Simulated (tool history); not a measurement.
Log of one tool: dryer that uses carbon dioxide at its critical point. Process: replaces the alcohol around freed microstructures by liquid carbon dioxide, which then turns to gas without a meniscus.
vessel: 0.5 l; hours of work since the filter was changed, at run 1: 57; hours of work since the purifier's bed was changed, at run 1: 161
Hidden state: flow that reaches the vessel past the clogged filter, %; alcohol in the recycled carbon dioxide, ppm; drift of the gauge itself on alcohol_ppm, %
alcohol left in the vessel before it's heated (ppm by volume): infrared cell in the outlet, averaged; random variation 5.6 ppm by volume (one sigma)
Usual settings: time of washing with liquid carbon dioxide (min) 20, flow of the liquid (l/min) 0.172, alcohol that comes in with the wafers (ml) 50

run,hour,time of washing with liquid carbon dioxide (min),flow of the liquid (l/min),alcohol that comes in with the wafers (ml),hours of work since the filter was changed,hours of work since the purifier's bed was changed,alcohol left in the vessel before it's heated (ppm by volume)
1,0,20,0.172,50,57,161,237
2,6.4,20,0.135,50,59,163,779
3,13.7,20,0.135,50,63,167,786
4,23.6,20,0.135,39,67,171,639
5,29.6,20,0.172,50,70,174,247
6,39.6,20,0.172,50,74,178,247
7,50.4,20,0.172,50,79,183,243
8,57.8,14,0.151,50,82,186,2309
9,69,14,0.151,50,87,191,2356
10,75.8,14,0.151,50,90,194,2346

The next listed run, before its measurement:
11,84.3,14,0.151,50,94,198,?

alcohol left in the vessel before it's heated (ppm by volume): 2382
Without the tool's hidden state the same run would have given alcohol left in the vessel before it's heated (ppm by volume) 1927.

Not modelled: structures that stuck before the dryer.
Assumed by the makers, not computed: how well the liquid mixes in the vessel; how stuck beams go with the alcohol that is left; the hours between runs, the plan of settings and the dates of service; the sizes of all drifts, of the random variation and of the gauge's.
